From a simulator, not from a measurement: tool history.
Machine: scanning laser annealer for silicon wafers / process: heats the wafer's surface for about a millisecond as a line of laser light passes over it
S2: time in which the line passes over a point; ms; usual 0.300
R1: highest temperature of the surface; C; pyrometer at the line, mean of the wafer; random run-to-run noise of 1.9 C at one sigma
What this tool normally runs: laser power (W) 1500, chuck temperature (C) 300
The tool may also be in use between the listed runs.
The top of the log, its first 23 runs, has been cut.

{"run": 24, "day": 12.467, "laser power (W)": 1440, "S2": 0.3, "chuck temperature (C)": 303, "R1": 1082}
{"run": 25, "day": 13.117, "laser power (W)": 1440, "S2": 0.3, "chuck temperature (C)": 303, "R1": 1079}
{"run": 26, "day": 13.788, "laser power (W)": 1440, "S2": 0.3, "chuck temperature (C)": 303, "R1": 1075}
{"run": 27, "day": 14.342, "laser power (W)": 1487, "S2": 0.34, "chuck temperature (C)": 309, "R1": 1161}
{"run": 28, "day": 14.721, "laser power (W)": 1303, "S2": 0.307, "chuck temperature (C)": 305, "R1": 1017}
{"run": 29, "day": 15.238, "laser power (W)": 1365, "S2": 0.307, "chuck temperature (C)": 272, "R1": 1017}
{"run": 30, "day": 15.783, "laser power (W)": 1307, "S2": 0.241, "chuck temperature (C)": 300, "R1": 927}
{"run": 31, "day": 16.308, "laser power (W)": 1499, "S2": 0.261, "chuck temperature (C)": 300, "R1": 1048}
{"run": 32, "day": 16.942, "laser power (W)": 1500, "S2": 0.308, "chuck temperature (C)": 262, "R1": 1074}
{"run": 33, "day": 17.325, "laser power (W)": 1500, "S2": 0.217, "chuck temperature (C)": 300, "R1": 984}
{"run": 34, "day": 18.075, "laser power (W)": 1497, "S2": 0.322, "chuck temperature (C)": 306, "R1": 1139}
{"day": 18.679, "done": "optics aligned, line set to its width"}
{"run": 35, "day": 18.95, "laser power (W)": 1356, "S2": 0.29, "chuck temperature (C)": 279, "R1": 1002}
{"run": 36, "day": 19.3, "laser power (W)": 1356, "S2": 0.29, "chuck temperature (C)": 279, "R1": 1002}
{"run": 37, "day": 19.654, "laser power (W)": 1356, "S2": 0.29, "chuck temperature (C)": 279, "R1": 1003}
{"run": 38, "day": 20.3, "laser power (W)": 1459, "S2": 0.254, "chuck temperature (C)": 261, "R1": 988}
{"run": 39, "day": 20.708, "laser power (W)": 1643, "S2": 0.3, "chuck temperature (C)": 300, "R1": 1192}
{"run": 40, "day": 21.421, "laser power (W)": 1500, "S2": 0.282, "chuck temperature (C)": 278, "R1": 1062}
{"run": 41, "day": 21.933, "laser power (W)": 1500, "S2": 0.282, "chuck temperature (C)": 278, "R1": 1064}

What if the next run were any one of these 3? Each begins from the tool's condition after run 41:
{"run": "A", "day": 22.396, "laser power (W)": 1500, "S2": 0.3, "chuck temperature (C)": 271, "R1": "?"}
{"run": "B", "day": 22.396, "laser power (W)": 1398, "S2": 0.295, "chuck temperature (C)": 312, "R1": "?"}
{"run": "C", "day": 22.396, "laser power (W)": 1406, "S2": 0.258, "chuck temperature (C)": 300, "R1": "?"}

run=A R1=1081
run=B R1=1060
run=C R1=1002
Without the tool's hidden state the same runs would have given:
run=A R1=1096
run=B R1=1073
run=C R1=1014

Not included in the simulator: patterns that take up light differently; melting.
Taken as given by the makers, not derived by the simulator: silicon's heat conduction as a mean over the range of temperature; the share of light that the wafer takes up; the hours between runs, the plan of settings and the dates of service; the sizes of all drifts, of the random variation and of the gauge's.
